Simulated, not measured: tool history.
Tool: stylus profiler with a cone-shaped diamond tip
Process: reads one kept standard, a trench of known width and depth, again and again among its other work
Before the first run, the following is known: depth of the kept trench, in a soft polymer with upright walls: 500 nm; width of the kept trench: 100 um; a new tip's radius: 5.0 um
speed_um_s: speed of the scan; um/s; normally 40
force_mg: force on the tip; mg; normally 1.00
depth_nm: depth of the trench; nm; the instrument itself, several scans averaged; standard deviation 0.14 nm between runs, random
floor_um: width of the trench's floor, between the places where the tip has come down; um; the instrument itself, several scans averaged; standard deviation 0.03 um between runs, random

run    hour  speed_um_s  force_mg  depth_nm  floor_um
  1     0.0          40      1.00    502.26     95.47
       37.8  -- height scale calibrated on a step standard
  2    72.1          62      1.00    502.31     95.41
  3   126.8          62      1.00    502.46     95.38
  4   219.0          62      1.00    502.46     95.45
  5   307.8          40      1.00    502.45     95.46
  6   368.7          40      1.00    502.59     95.46
  7   459.4          40      1.00    502.62     95.46
  8   528.4          40      1.00    502.36     95.47
  9   617.5          11      0.36    501.16     95.57
 10   720.2          11      0.36    501.10     95.55
 11   811.7          44      1.88    503.48     95.46
 12   889.5          82      0.67    501.86     95.26
 13   972.9          18      2.33    504.04     95.58
 14  1032.7          36      0.89    502.11     95.47

Alternative continuations, all from the tool just after run 14; predict every row:
  A  1123.4          24      0.48         ?         ?
  B  1123.4          51      1.39         ?         ?
  C  1123.4         130      1.67         ?         ?

run  depth_nm  floor_um
  A    501.24     95.54
  B    502.86     95.41
  C    503.00     95.25
With the hidden condition removed and each run's random variation left untouched, the same runs would have given:
run  depth_nm  floor_um
  A    501.25     95.57
  B    502.87     95.44
  C    503.01     95.28
